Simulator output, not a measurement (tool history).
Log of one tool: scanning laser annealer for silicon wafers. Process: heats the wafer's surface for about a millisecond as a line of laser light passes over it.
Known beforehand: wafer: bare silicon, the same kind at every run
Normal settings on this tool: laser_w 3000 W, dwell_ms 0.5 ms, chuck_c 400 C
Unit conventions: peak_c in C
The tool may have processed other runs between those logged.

run   hour  laser_w  dwell_ms  chuck_c  peak_c
  1      0     3000       0.5      400    1170
  2   20.4     3000       0.5      400    1171
  3     53     3000       0.5      400    1171
  4   71.1     3000     0.351      400    1024
  5   98.6     3000       0.5      400    1169
  6  118.2     3000       0.5      400    1168
  7  153.2     2797     0.368      438    1021
     159.3  -- laser's power meter calibrated
  8  187.5     2926     0.468      396    1104
  9  213.3     2717      0.53      397    1088
 10  230.2     2717      0.53      397    1090
 11  248.1     3000     0.431      400    1099

Alternative continuations, all from the tool just after run 11; predict every row:
  A  282.1     2759     0.574      378       ?
  B  282.1     2553     0.427      383       ?
  C  282.1     2667     0.453      400       ?
  D  282.1     2771       0.5      395       ?

run  peak_c
  A    1118
  B     938
  C    1014
  D    1081
The same runs, with their run-to-run variation unchanged, on a tool lacking any hidden condition would have given:
run  peak_c
  A    1145
  B     959
  C    1037
  D    1107
